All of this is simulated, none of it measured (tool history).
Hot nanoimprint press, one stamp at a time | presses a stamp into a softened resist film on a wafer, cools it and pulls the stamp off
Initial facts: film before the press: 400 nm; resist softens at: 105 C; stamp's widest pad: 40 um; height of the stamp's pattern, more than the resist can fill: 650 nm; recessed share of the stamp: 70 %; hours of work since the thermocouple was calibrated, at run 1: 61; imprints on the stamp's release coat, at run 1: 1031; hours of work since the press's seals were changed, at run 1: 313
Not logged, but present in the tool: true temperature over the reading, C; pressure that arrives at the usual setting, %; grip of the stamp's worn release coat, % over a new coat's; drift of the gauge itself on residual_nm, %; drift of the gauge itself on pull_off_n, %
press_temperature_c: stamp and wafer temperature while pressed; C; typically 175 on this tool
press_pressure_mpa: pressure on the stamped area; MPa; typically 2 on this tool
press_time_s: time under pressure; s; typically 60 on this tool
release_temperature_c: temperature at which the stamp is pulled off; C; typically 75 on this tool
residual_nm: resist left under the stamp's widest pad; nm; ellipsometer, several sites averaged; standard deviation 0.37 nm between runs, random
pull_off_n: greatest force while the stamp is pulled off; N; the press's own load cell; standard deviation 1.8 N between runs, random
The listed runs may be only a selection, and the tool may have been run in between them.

run,day,press_temperature_c,press_pressure_mpa,press_time_s,release_temperature_c,hours of work since the thermocouple was calibrated,imprints on the stamp's release coat,hours of work since the press's seals were changed,residual_nm,pull_off_n
1,0,175,2,60,75,61,1031,313,213.1,144
# day 1.388: stamp cleaned and given a new release coat
2,3.562,175,2,60,75,123,297,376,211.3,121
3,5.729,175,2,60,75,164,593,416,211.7,129
4,8.538,175,2,60,75,216,977,469,211.4,141
# day 10.412: stamp cleaned and given a new release coat
5,11.071,175,2,60,61,259,90,512,210.8,156
6,13.642,175,2,60,61,308,441,560,210.4,170
7,16.75,175,2,60,61,366,866,618,209.5,185
8,18.558,175,2,60,61,400,1113,652,209.3,189
# day 19.271: stamp cleaned and given a new release coat
9,20.567,175,2,60,75,433,177,685,208.8,115
10,23.279,175,2,60,75,484,548,736,208.4,127
# day 23.983: plate thermocouple calibrated
11,25.454,175,2.55,60,75,28,828,774,182.5,129
# day 28.267: stamp cleaned and given a new release coat
12,28.933,175,2.14,60,75,88,90,835,195.6,110
13,30.4,175,2,40,75,116,291,863,230.2,116
# day 30.779: plate thermocouple calibrated, once more
14,33.246,175,2,60,75,46,663,914,219,135
15,36.758,175,2,60,75,112,1142,979,218.5,148
# day 37.333: stamp cleaned and given a new release coat
16,38.788,180,1.35,45,68,146,199,1013,243.6,144
17,40.479,172,1.33,51,64,177,430,1045,282.2,165
18,43.371,170,1.72,60,75,231,825,1099,260.7,137
# day 46.204: stamp cleaned and given a new release coat
19,46.804,175,2,75,73,291,82,1158,200.9,124
20,49.488,175,2,75,73,342,449,1209,200.1,134
21,51.317,175,2,60,78,376,698,1243,215.3,124
# day 52.733: press's hydraulic seals changed and the load cell set to zero
22,53.138,175,2,60,78,404,902,8,204.4,126
# day 55.646: stamp cleaned and given a new release coat
23,55.654,175,2.69,59,75,446,2,50,179.6,114
# day 58.238: plate thermocouple calibrated
24,59.258,174,1.56,59,75,19,477,115,241.8,127
25,62.65,175,1.88,60,75,83,941,179,217.1,145
# day 64.608: stamp cleaned and given a new release coat
26,65.442,175,2.28,60,75,130,114,227,199.7,119
27,67.362,175,2.28,113,75,166,376,263,157.8,126
28,69.671,174,1.78,76,70,210,692,306,209.6,150

Selected run-to-run steps in residual_nm, each split into two signed amounts: the part the tool would show with no hidden state at all (from settings, incoming material and random variation), and the remainder, which goes to the hidden state together with any gauge scatter not common to the measured and the hidden-state-free results:
Run 13 -> 14: press_time_s 40 -> 60, plate thermocouple calibrated, once more. residual_nm -11.2 nm: hidden state +18.2, all else -29.4.
Run 18 -> 19: press_temperature_c 170 -> 175, press_pressure_mpa 1.72 -> 2, press_time_s 60 -> 75, release_temperature_c 75 -> 73, stamp cleaned and given a new release coat. residual_nm -59.8 nm: hidden state +0.9, all else -60.7.
Run 21 -> 22: press's hydraulic seals changed and the load cell set to zero. residual_nm -10.9 nm: hidden state -10.9, all else +0.
Run 23 -> 24: press_temperature_c 175 -> 174, press_pressure_mpa 2.69 -> 1.56, plate thermocouple calibrated. residual_nm +62.2 nm: hidden state +7.4, all else +54.8.
